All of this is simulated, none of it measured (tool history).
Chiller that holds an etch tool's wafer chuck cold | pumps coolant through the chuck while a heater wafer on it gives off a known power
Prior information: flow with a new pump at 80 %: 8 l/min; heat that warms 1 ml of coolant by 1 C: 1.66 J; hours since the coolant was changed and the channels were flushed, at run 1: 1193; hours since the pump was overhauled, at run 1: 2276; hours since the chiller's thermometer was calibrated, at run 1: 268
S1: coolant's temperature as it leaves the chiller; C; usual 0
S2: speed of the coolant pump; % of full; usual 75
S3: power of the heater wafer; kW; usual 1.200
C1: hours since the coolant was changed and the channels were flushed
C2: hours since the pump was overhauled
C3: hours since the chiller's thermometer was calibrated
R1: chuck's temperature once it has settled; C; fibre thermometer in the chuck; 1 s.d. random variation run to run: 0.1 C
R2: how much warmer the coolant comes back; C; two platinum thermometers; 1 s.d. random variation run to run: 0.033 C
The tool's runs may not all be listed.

run     day  S1  S2     S3    C1    C2    C3    R1     R2
  1   0.000   0  75  1.200  1193  2276   268  11.7   5.80
  2   1.283  -5  75  1.200  1223  2307   299   6.7   5.78
  3   2.429  -5  75  1.200  1251  2335   326   6.4   5.78
  4   3.692   0  75  1.200  1281  2365   356  11.6   5.87
  5   4.908   0  75  1.200  1310  2394   385  11.7   5.83
  6   5.529   0  75  1.200  1325  2409   400  11.4   5.81
  7   6.325   0  75  1.318  1344  2428   419  12.7   6.40
  8   7.842   0  75  1.318  1381  2465   456  12.8   6.38
  9   9.008   0  75  1.318  1409  2493   484  12.8   6.37
 10   9.867   0  75  1.318  1429  2513   505  12.8   6.37
 11  10.988   0  75  1.318  1456  2540   531  12.8   6.44
 12  11.950   0  75  1.200  1479  2563   554  11.5   5.82
 13  13.342   0  75  1.200  1513  2597   588  11.5   5.73
 14  14.733  -3  75  1.200  1546  2630   621   8.5   5.81
 15  15.488  -3  75  1.200  1564  2648   639   8.6   5.80
 16  16.421   0  75  1.200  1587  2671   662  11.7   5.78
 17  17.308   1  98  1.200  1608  2692   683   9.7   4.32
 18  18.775   0  64  1.225  1643  2727   718  14.1   7.14
 19  20.104  -7  83  0.952  1675  2759   750   1.3   4.13
 20  21.167  -8  75  0.985  1701  2784   776   1.5   4.83
 21  22.604   9  90  1.200  1735  2819   810  18.6   4.71
 22  23.617   9  90  1.200  1759  2843   834  18.6   4.72
 23  24.812  -3  63  1.705  1788  2872   863  16.9  10.02
 24  25.583   9  75  0.621  1807  2891   882  15.0   3.03
 25  26.242   9  75  0.621  1822  2906   897  14.9   3.10
 26  27.542   0  76  1.200  1854  2937   929  11.4   5.69
 27  28.958   0  76  1.200  1888  2971   963  11.5   5.76
 28  29.971   0  61  0.814  1912  2996   987   9.9   4.96
 29  30.662   0  63  1.115  1928  3012  1004  13.0   6.62
 30  31.446   0  63  1.115  1947  3031  1022  13.0   6.57
 31  32.079   0  63  1.115  1962  3046  1038  12.9   6.52

Consider 5 possible next runs. They are alternatives, not a sequence: every one starts from the tool as it was left by run 31. What does each give?
  A  33.350   -7  67  1.457  1993  3077  1068   ?   ?
  B  33.350    0  75  1.087  1993  3077  1068   ?   ?
  C  33.350   -8  63  0.693  1993  3077  1068   ?   ?
  D  33.350    7  75  1.200  1993  3077  1068   ?   ?
  E  33.350  -10  84  0.646  1993  3077  1068   ?   ?

run    R1    R2
  A   9.1  7.99
  B  10.7  5.23
  C  -0.1  4.13
  D  18.7  5.83
  E  -4.3  2.77
What these runs would have given with no unlogged condition in the tool:
run    R1    R2
  A   9.1  7.99
  B  10.7  5.23
  C  -0.1  4.13
  D  18.7  5.83
  E  -4.3  2.76
